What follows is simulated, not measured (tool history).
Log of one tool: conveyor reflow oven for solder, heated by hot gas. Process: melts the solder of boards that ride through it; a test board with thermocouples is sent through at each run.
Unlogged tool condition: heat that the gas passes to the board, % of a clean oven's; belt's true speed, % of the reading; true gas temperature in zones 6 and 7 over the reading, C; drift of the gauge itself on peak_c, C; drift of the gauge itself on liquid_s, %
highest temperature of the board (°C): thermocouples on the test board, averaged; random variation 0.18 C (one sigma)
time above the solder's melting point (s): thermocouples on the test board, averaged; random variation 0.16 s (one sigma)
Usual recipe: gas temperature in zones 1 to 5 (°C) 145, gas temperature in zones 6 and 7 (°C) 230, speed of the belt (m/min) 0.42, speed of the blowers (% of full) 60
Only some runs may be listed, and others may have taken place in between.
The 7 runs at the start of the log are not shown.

run   hour  gas temperature in zones 1 to 5 (°C)  gas temperature in zones 6 and 7 (°C)  speed of the belt (m/min)  speed of the blowers (% of full)  hours of work since the flux was cleaned out  hours of work since the belt drive was overhauled  hours of work since the thermocouples were changed  highest temperature of the board (°C)  time above the solder's melting point (s)
  8   63.8                                   145                                    218                       0.42                                60                                           365                                                165                                                 411                                  205.4                                       74.2
  9   71.3                                   145                                    230                       0.42                                60                                           371                                                171                                                 417                                  215.5                                       88.6
 10   81.3                                   145                                    230                       0.42                                60                                           379                                                179                                                 425                                  215.4                                       88.3
 11   93.4                                   145                                    230                       0.42                                60                                           388                                                188                                                 435                                  215.7                                       88.4
 12    106                                   145                                    230                       0.42                                60                                           398                                                198                                                 444                                  215.5                                       88.1
 13  113.3                                   138                                    230                       0.42                                60                                           404                                                204                                                 450                                  214.2                                       82.7
 14  122.5                                   138                                    230                       0.42                                60                                           411                                                211                                                 457                                  214.2                                       82.9
 15  130.9                                   138                                    230                       0.42                                60                                           418                                                218                                                 464                                    214                                       82.6
 16  144.2                                   138                                    230                       0.42                                60                                           428                                                228                                                 475                                  213.9                                       82.4
     148.9  -- belt drive overhauled, speed set with a stopwatch
 17  157.8                                   138                                    230                       0.42                                60                                           436                                                  7                                                 482                                    214                                       82.9
 18  166.6                                   143                                    230                      0.385                                60                                           443                                                 14                                                 489                                  217.2                                       98.3
     173.9  -- flux residue cleaned out of gas plates and filters
 19  181.9                                   155                                    230                      0.391                                60                                             6                                                 22                                                 497                                    220                                        109
 20  194.2                                   147                                    235                      0.391                                75                                            16                                                 32                                                 507                                  226.4                                      109.6
     203.3  -- belt drive overhauled, speed set with a stopwatch, once more
 21  206.3                                   145                                    233                      0.485                                67                                            22                                                  2                                                 513                                  217.1                                       77.8
 22  213.1                                   147                                    235                       0.39                                79                                            28                                                  8                                                 519                                  226.9                                      109.5
 23  221.1                                   145                                    222                      0.405                                85                                            34                                                 14                                                 525                                  214.3                                       93.9
 24  234.5                                   145                                    222                      0.405                                85                                            45                                                 25                                                 536                                  214.1                                         94
 25  240.4                                   145                                    233                      0.461                                85                                            49                                                 29                                                 540                                  221.9                                       87.5
 26  249.6                                   145                                    230                      0.454                                86                                            57                                                 37                                                 548                                  219.4                                         87
 27  262.3                                   133                                    220                      0.464                                69                                            67                                                 47                                                 558                                  205.4                                       61.4
 28  273.2                                   133                                    220                      0.464                                69                                            75                                                 55                                                 566                                  204.8                                       60.9
 29    285                                   160                                    242                      0.455                                75                                            85                                                 64                                                 576                                  230.1                                      102.6
 30  299.4                                   157                                    230                       0.42                                64                                            96                                                 76                                                 587                                  219.4                                      100.9
 31  305.6                                   157                                    230                       0.42                                64                                           101                                                 81                                                 592                                    219                                      100.3

Alternative continuations, all from the tool just after run 31; predict every row:
  A  315.7                                   157                                    226                       0.42                                64                                           109                                                 89                                                 600                                      ?                                          ?
  B  315.7                                   157                                    219                      0.442                                64                                           109                                                 89                                                 600                                      ?                                          ?
  C  315.7                                   135                                    221                       0.42                                73                                           109                                                 89                                                 600                                      ?                                          ?

run  highest temperature of the board (°C)  time above the solder's melting point (s)
  A                                  215.7                                         97
  B                                  207.8                                       83.8
  C                                  209.3                                       77.1
Stripped of hidden state, with their random variation kept, the same runs would have yielded:
run  highest temperature of the board (°C)  time above the solder's melting point (s)
  A                                  217.3                                       98.7
  B                                  209.3                                         86
  C                                  211.1                                       79.9

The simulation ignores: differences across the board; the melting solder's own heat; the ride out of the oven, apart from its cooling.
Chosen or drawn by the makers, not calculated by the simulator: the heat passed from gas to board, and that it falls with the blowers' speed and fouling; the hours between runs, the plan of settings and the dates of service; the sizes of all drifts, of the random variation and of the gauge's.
